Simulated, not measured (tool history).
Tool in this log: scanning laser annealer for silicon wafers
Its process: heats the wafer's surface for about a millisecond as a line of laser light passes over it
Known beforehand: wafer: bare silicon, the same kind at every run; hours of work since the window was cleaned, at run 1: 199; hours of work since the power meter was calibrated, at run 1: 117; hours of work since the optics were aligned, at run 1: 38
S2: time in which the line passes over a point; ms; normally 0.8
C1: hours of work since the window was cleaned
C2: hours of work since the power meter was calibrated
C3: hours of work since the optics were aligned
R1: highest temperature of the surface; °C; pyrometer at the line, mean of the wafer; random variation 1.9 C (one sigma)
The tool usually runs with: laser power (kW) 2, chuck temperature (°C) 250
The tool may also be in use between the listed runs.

Run 1, hour 0: usual settings; C1 199; C2 117; C3 38. Result: R1 1072 °C.
Run 2, hour 6.6: usual settings; C1 203; C2 121; C3 42. Result: R1 1074 °C.
Run 3, hour 15.7: usual settings but S2 0.585 ms; C1 208; C2 126; C3 47. Result: R1 943 °C.
Run 4, hour 22.6: usual settings but S2 0.585 ms; C1 212; C2 130; C3 51. Result: R1 938 °C.
Run 5, hour 30.2: usual settings but S2 0.585 ms; C1 216; C2 134; C3 55. Result: R1 940 °C.
Run 6, hour 39.1: usual settings but S2 0.585 ms; C1 222; C2 140; C3 61. Result: R1 942 °C.
Run 7, hour 48.5: usual settings; C1 227; C2 145; C3 66. Result: R1 1071 °C.
Run 8, hour 58.6: usual settings; C1 233; C2 151; C3 72. Result: R1 1072 °C.
Run 9, hour 68.1: usual settings; C1 238; C2 156; C3 77. Result: R1 1076 °C.
Run 10, hour 77.8: usual settings; C1 244; C2 162; C3 83. Result: R1 1073 °C.
Run 11, hour 88.2: usual settings but chuck temperature (°C) 282; C1 250; C2 168; C3 89. Result: R1 1105 °C.
Run 12, hour 96.9: usual settings but chuck temperature (°C) 276; C1 255; C2 173; C3 94. Result: R1 1100 °C.
Run 13, hour 104.1: usual settings but chuck temperature (°C) 281; C1 259; C2 177; C3 98. Result: R1 1101 °C.
At hour 106.6: window over the wafer cleaned.
Run 14, hour 113.4: usual settings but chuck temperature (°C) 281; C1 4; C2 181; C3 103. Result: R1 1105 °C.
Run 15, hour 122.1: usual settings but S2 0.909 ms, chuck temperature (°C) 281; C1 9; C2 187; C3 108. Result: R1 1163 °C.
Run 16, hour 130.2: usual settings but S2 0.909 ms, chuck temperature (°C) 281; C1 14; C2 191; C3 112. Result: R1 1167 °C.
Run 17, hour 138.9: usual settings but S2 0.909 ms, chuck temperature (°C) 281; C1 19; C2 196; C3 117. Result: R1 1163 °C.
Run 18, hour 144.5: usual settings but chuck temperature (°C) 223; C1 22; C2 200; C3 121. Result: R1 1040 °C.
Run 19, hour 155.6: usual settings but chuck temperature (°C) 223; C1 28; C2 206; C3 127. Result: R1 1041 °C.
Run 20, hour 161.9: usual settings but laser power (kW) 1.841, S2 0.61 ms; C1 32; C2 210; C3 131. Result: R1 884 °C.
Run 21, hour 171.2: usual settings but laser power (kW) 1.841, S2 0.61 ms; C1 37; C2 215; C3 136. Result: R1 884 °C.
At hour 179.2: window over the wafer cleaned, once more.
Run 22, hour 184.6: usual settings but laser power (kW) 1.841, S2 0.61 ms; C1 3; C2 222; C3 143. Result: R1 895 °C.
Run 23, hour 195.8: usual settings but laser power (kW) 1.841, S2 0.61 ms; C1 10; C2 228; C3 149. Result: R1 892 °C.
Run 24, hour 205.9: usual settings but laser power (kW) 1.841, S2 0.873 ms; C1 16; C2 234; C3 155. Result: R1 1034 °C.
Run 25, hour 212.5: usual settings but laser power (kW) 2.099, S2 0.873 ms, chuck temperature (°C) 218; C1 19; C2 238; C3 159. Result: R1 1148 °C.
Run 26, hour 218.5: usual settings but laser power (kW) 2.099, S2 0.873 ms, chuck temperature (°C) 218; C1 23; C2 241; C3 162. Result: R1 1144 °C.
Run 27, hour 226.2: usual settings but chuck temperature (°C) 210; C1 27; C2 246; C3 167. Result: R1 1040 °C.
Run 28, hour 233.5: usual settings but laser power (kW) 2.008, S2 0.616 ms, chuck temperature (°C) 240; C1 31; C2 250; C3 171. Result: R1 957 °C.
Run 29, hour 245.1: usual settings but chuck temperature (°C) 266; C1 38; C2 257; C3 178. Result: R1 1100 °C.
Run 30, hour 249.9: usual settings but chuck temperature (°C) 266; C1 41; C2 259; C3 181. Result: R1 1093 °C.
Run 31, hour 260.8: usual settings but laser power (kW) 1.978, S2 0.908 ms, chuck temperature (°C) 244; C1 47; C2 266; C3 187. Result: R1 1122 °C.
Run 32, hour 269.4: usual settings but laser power (kW) 2.004, S2 0.9 ms, chuck temperature (°C) 283; C1 52; C2 271; C3 192. Result: R1 1173 °C.
Run 33, hour 279.1: usual settings but laser power (kW) 1.742, S2 0.747 ms, chuck temperature (°C) 284; C1 58; C2 276; C3 198. Result: R1 955 °C.
Run 34, hour 285.6: usual settings but laser power (kW) 1.742, S2 0.747 ms, chuck temperature (°C) 210; C1 62; C2 280; C3 201. Result: R1 882 °C.
Run 35, hour 295.5: usual settings but laser power (kW) 2.014, S2 0.706 ms, chuck temperature (°C) 224; C1 67; C2 286; C3 207. Result: R1 1000 °C.
Run 36, hour 304.2: usual settings but laser power (kW) 2.014, S2 0.706 ms, chuck temperature (°C) 224; C1 73; C2 291; C3 212. Result: R1 1001 °C.
Run 37, hour 310.3: usual settings but laser power (kW) 2.014, S2 0.706 ms, chuck temperature (°C) 224; C1 76; C2 294; C3 216. Result: R1 1003 °C.
Run 38, hour 321.4: usual settings but laser power (kW) 2.014, S2 0.706 ms, chuck temperature (°C) 278; C1 82; C2 301; C3 222. Result: R1 1056 °C.

Each row is a separate what-if for the run after 38, all from the same tool condition, not one after another. Results?
Run A, hour 331.1: usual settings but S2 0.634 ms; C1 88; C2 307; C3 228. Result: R1 ?.
Run B, hour 331.1: usual settings but chuck temperature (°C) 225; C1 88; C2 307; C3 228. Result: R1 ?.
Run C, hour 331.1: usual settings but laser power (kW) 1.823, S2 0.706 ms, chuck temperature (°C) 278; C1 88; C2 307; C3 228. Result: R1 ?.
Run D, hour 331.1: usual settings but laser power (kW) 2.192, S2 0.706 ms, chuck temperature (°C) 278; C1 88; C2 307; C3 228. Result: R1 ?.

run    R1
  A   976
  B  1054
  C   963
  D  1141
Had the tool no hidden state, the same runs would have come out as:
run    R1
  A   986
  B  1066
  C   973
  D  1154

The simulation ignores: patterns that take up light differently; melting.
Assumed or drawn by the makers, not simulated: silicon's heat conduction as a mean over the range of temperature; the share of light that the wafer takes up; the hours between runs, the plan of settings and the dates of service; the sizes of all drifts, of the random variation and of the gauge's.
